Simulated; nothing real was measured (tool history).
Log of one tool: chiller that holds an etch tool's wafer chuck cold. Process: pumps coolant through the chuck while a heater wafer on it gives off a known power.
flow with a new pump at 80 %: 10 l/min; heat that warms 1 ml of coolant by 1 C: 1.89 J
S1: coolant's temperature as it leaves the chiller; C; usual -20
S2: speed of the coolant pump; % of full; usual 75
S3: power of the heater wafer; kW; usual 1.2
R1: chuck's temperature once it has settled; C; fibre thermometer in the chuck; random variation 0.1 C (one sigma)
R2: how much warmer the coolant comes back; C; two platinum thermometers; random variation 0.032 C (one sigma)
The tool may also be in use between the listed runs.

| run | hour | S1 | S2 | S3 | R1 | R2 |
|---|---|---|---|---|---|---|
| 1 | 0 | -20 | 75 | 1.2 | -10.4 | 4.05 |
| 2 | 55.4 | -20 | 75 | 1.37 | -9 | 4.61 |
| 3 | 121.2 | -20 | 75 | 1.37 | -8.9 | 4.62 |
| 4 | 180.6 | -20 | 75 | 1.37 | -9 | 4.62 |
| 5 | 274.9 | -20 | 75 | 1.2 | -10.2 | 3.95 |
| 6 | 351.9 | -20 | 75 | 1.2 | -10.4 | 4.05 |
| 7 | 444.3 | -20 | 71 | 1.2 | -10 | 4.28 |
| 8 | 534.4 | -20 | 71 | 1.2 | -9.9 | 4.25 |
| 9 | 644 | -20 | 75 | 1.2 | -10.3 | 3.94 |
| 10 | 712.5 | -20 | 75 | 1.2 | -10.5 | 3.98 |
| 11 | 769.9 | -15 | 75 | 1.2 | -5.3 | 3.94 |
| 12 | 832.5 | -15 | 75 | 1.2 | -5.3 | 3.96 |
| 13 | 942.6 | -15 | 75 | 1.2 | -5.4 | 3.93 |
| 14 | 1033 | -15 | 75 | 1.2 | -5.2 | 3.95 |
| 15 | 1143 | -20 | 64 | 1.2 | -9.1 | 4.58 |
| 16 | 1207.9 | -11 | 75 | 1.2 | -1.5 | 3.94 |
|  | 1309.6 | chiller's thermometer calibrated |
| 17 | 1322.2 | -25 | 65 | 1.058 | -15.5 | 3.94 |
| 18 | 1395.2 | -25 | 65 | 1.058 | -15.5 | 3.94 |
| 19 | 1481.1 | -20 | 61 | 1.08 | -9.9 | 4.33 |
| 20 | 1580.6 | -23 | 91 | 1.057 | -15.7 | 2.75 |
| 21 | 1690.1 | -16 | 87 | 1.2 | -7.4 | 3.31 |
| 22 | 1772.7 | -18 | 93 | 1.104 | -10.5 | 2.83 |
| 23 | 1825.6 | -28 | 61 | 0.972 | -19 | 3.77 |
| 24 | 1882.7 | -29 | 96 | 0.647 | -24.8 | 1.47 |
| 25 | 1973.1 | -25 | 66 | 1.24 | -14.1 | 4.52 |
| 26 | 2043.3 | -24 | 66 | 0.764 | -17.1 | 2.7 |
| 27 | 2127.3 | -29 | 74 | 0.764 | -22.9 | 2.35 |
| 28 | 2224.3 | -27 | 84 | 1.318 | -17.2 | 3.71 |
| 29 | 2333.7 | -27 | 71 | 0.747 | -20.6 | 2.37 |
| 30 | 2420.4 | -27 | 71 | 0.747 | -20.7 | 2.36 |

Run 31 comes next. What will it give?
| 31 | 2477.4 | -26 | 71 | 0.747 | ? | ? |

Run 31 gave R1 -19.7 C, R2 2.34 C.
Without the tool's hidden state the same run would have given R1 -19.7 C, R2 2.66 C.
